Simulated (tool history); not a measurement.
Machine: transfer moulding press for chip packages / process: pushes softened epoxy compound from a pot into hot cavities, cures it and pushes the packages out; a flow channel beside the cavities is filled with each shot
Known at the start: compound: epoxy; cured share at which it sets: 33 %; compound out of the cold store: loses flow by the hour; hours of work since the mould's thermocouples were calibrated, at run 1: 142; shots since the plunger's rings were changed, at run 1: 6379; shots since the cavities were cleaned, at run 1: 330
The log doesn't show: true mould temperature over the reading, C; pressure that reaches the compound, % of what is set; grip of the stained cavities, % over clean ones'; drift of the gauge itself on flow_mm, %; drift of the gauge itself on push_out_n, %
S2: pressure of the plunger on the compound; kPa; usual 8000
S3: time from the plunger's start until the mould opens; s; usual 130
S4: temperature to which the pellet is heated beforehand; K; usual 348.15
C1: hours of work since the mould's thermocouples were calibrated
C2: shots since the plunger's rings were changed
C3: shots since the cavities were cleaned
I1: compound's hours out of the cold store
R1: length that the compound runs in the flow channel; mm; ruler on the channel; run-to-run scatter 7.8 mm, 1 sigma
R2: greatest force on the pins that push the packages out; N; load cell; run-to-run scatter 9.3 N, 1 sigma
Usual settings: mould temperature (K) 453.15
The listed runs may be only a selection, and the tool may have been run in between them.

{"run": 1, "hour": 0.0, "mould temperature (K)": 453.15, "S2": 8000, "S3": 130, "S4": 348.15, "C1": 142, "C2": 6379, "C3": 330, "I1": 11.1, "R1": 893, "R2": 698}
{"hour": 14.7, "done": "cavities cleaned with cleaning compound and waxed"}
{"run": 2, "hour": 34.6, "mould temperature (K)": 453.15, "S2": 8000, "S3": 130, "S4": 348.15, "C1": 157, "C2": 6589, "C3": 126, "I1": 39.3, "R1": 767, "R2": 556}
{"hour": 64.1, "done": "plunger's sealing rings changed"}
{"run": 3, "hour": 81.2, "mould temperature (K)": 453.15, "S2": 8870, "S3": 130, "S4": 348.15, "C1": 177, "C2": 108, "C3": 406, "I1": 8.9, "R1": 1020, "R2": 763}
{"hour": 87.1, "done": "cavities cleaned with cleaning compound and waxed"}
{"run": 4, "hour": 126.7, "mould temperature (K)": 453.15, "S2": 8000, "S3": 130, "S4": 348.15, "C1": 197, "C2": 387, "C3": 251, "I1": 14.9, "R1": 932, "R2": 684}
{"hour": 154.5, "done": "cavities cleaned with cleaning compound and waxed"}
{"run": 5, "hour": 162.7, "mould temperature (K)": 453.15, "S2": 8000, "S3": 130, "S4": 348.15, "C1": 212, "C2": 606, "C3": 52, "I1": 16.7, "R1": 916, "R2": 491}
{"run": 6, "hour": 198.4, "mould temperature (K)": 453.15, "S2": 8000, "S3": 130, "S4": 348.15, "C1": 228, "C2": 833, "C3": 279, "I1": 19.5, "R1": 907, "R2": 677}
{"hour": 224.2, "done": "cavities cleaned with cleaning compound and waxed"}
{"run": 7, "hour": 249.7, "mould temperature (K)": 453.15, "S2": 8000, "S3": 130, "S4": 348.15, "C1": 250, "C2": 1148, "C3": 161, "I1": 19.5, "R1": 889, "R2": 565}
{"hour": 294.7, "done": "cavities cleaned with cleaning compound and waxed"}
{"run": 8, "hour": 302.5, "mould temperature (K)": 453.15, "S2": 8000, "S3": 130, "S4": 348.15, "C1": 273, "C2": 1474, "C3": 49, "I1": 47.0, "R1": 789, "R2": 482}
{"run": 9, "hour": 344.6, "mould temperature (K)": 453.15, "S2": 8000, "S3": 130, "S4": 348.15, "C1": 292, "C2": 1741, "C3": 316, "I1": 23.0, "R1": 880, "R2": 719}
{"hour": 365.8, "done": "cavities cleaned with cleaning compound and waxed"}
{"run": 10, "hour": 397.0, "mould temperature (K)": 455.15, "S2": 8000, "S3": 130, "S4": 348.15, "C1": 315, "C2": 2065, "C3": 198, "I1": 34.0, "R1": 825, "R2": 550}
{"hour": 433.2, "done": "cavities cleaned with cleaning compound and waxed"}
{"run": 11, "hour": 459.8, "mould temperature (K)": 448.15, "S2": 8000, "S3": 130, "S4": 343.15, "C1": 342, "C2": 2454, "C3": 169, "I1": 37.3, "R1": 838, "R2": 712}
{"hour": 500.8, "done": "cavities cleaned with cleaning compound and waxed"}
{"run": 12, "hour": 505.8, "mould temperature (K)": 453.15, "S2": 7200, "S3": 146, "S4": 347.15, "C1": 362, "C2": 2736, "C3": 32, "I1": 11.7, "R1": 879, "R2": 451}
{"run": 13, "hour": 537.2, "mould temperature (K)": 453.15, "S2": 8300, "S3": 134, "S4": 353.15, "C1": 376, "C2": 2935, "C3": 231, "I1": 11.5, "R1": 932, "R2": 650}
{"hour": 570.0, "done": "cavities cleaned with cleaning compound and waxed"}
{"run": 14, "hour": 598.9, "mould temperature (K)": 450.15, "S2": 8000, "S3": 130, "S4": 348.15, "C1": 403, "C2": 3317, "C3": 183, "I1": 11.6, "R1": 923, "R2": 680}
{"hour": 640.4, "done": "cavities cleaned with cleaning compound and waxed"}
{"run": 15, "hour": 675.9, "mould temperature (K)": 453.15, "S2": 9740, "S3": 130, "S4": 354.15, "C1": 437, "C2": 3796, "C3": 225, "I1": 24.5, "R1": 945, "R2": 640}
{"hour": 710.7, "done": "cavities cleaned with cleaning compound and waxed"}
{"run": 16, "hour": 738.0, "mould temperature (K)": 453.15, "S2": 9740, "S3": 130, "S4": 354.15, "C1": 464, "C2": 4180, "C3": 173, "I1": 46.9, "R1": 847, "R2": 574}
{"run": 17, "hour": 775.5, "mould temperature (K)": 453.15, "S2": 6970, "S3": 150, "S4": 354.15, "C1": 480, "C2": 4419, "C3": 412, "I1": 37.0, "R1": 738, "R2": 619}

Expected results for the next run?
{"hour": 783.6, "done": "cavities cleaned with cleaning compound and waxed"}
{"run": 18, "hour": 833.9, "mould temperature (K)": 453.15, "S2": 6970, "S3": 156, "S4": 354.15, "C1": 506, "C2": 4780, "C3": 320, "I1": 23.6, "R1": "?", "R2": "?"}

{"run 18": {"R1": 799, "R2": 613}}
Were there no unlogged condition in the tool, this run, its random variation unchanged, would have produced R1 838 mm, R2 375 N.

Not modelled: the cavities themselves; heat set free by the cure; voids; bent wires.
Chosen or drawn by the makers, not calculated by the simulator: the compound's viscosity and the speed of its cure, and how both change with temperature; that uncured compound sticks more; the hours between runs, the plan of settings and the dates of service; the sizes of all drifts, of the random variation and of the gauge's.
